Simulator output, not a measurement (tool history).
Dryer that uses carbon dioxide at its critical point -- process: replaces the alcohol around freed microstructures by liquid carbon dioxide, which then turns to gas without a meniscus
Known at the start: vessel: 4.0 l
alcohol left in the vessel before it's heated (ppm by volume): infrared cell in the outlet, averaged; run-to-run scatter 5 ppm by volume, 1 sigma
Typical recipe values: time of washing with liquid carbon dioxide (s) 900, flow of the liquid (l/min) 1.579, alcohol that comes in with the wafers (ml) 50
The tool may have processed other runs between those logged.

| run | day | time of washing with liquid carbon dioxide (s) | flow of the liquid (l/min) | alcohol that comes in with the wafers (ml) | alcohol left in the vessel before it's heated (ppm by volume) |
|---|---|---|---|---|---|
| 1 | 0.000 | 900 | 1.579 | 50 | 68 |
| 2 | 0.242 | 900 | 1.579 | 50 | 69 |
| 3 | 0.600 | 900 | 1.579 | 50 | 61 |
| 4 | 0.992 | 900 | 1.579 | 50 | 60 |
| 5 | 1.483 | 900 | 1.579 | 50 | 62 |
| 6 | 1.883 | 900 | 1.579 | 50 | 72 |
| 7 | 2.296 | 900 | 1.579 | 50 | 74 |
| 8 | 2.671 | 900 | 1.579 | 50 | 73 |
| 9 | 2.875 | 900 | 1.579 | 50 | 62 |
| 10 | 3.362 | 900 | 1.579 | 29 | 47 |
| 11 | 3.775 | 900 | 1.210 | 58 | 245 |
| 12 | 4.267 | 900 | 1.210 | 58 | 246 |
| 13 | 4.733 | 900 | 1.210 | 58 | 244 |
| 14 | 5.225 | 900 | 1.860 | 63 | 48 |
| 15 | 5.658 | 900 | 1.370 | 46 | 121 |
| 16 | 5.992 | 1200 | 1.590 | 61 | 28 |
| 17 | 6.362 | 600 | 2.490 | 31 | 43 |
| 18 | 6.700 | 600 | 2.490 | 31 | 33 |

Below are 3 alternative next runs, each starting from the tool's condition after run 18. Predict each:
| A | 7.133 | 1320 | 1.090 | 61 | ? |
| B | 7.133 | 1020 | 1.579 | 37 | ? |
| C | 7.133 | 900 | 1.579 | 40 | ? |

| run | alcohol left in the vessel before it's heated (ppm by volume) |
|---|---|
| A | 94 |
| B | 38 |
| C | 68 |
Without the tool's hidden state the same runs would have given:
| run | alcohol left in the vessel before it's heated (ppm by volume) |
|---|---|
| A | 55 |
| B | 11 |
| C | 36 |

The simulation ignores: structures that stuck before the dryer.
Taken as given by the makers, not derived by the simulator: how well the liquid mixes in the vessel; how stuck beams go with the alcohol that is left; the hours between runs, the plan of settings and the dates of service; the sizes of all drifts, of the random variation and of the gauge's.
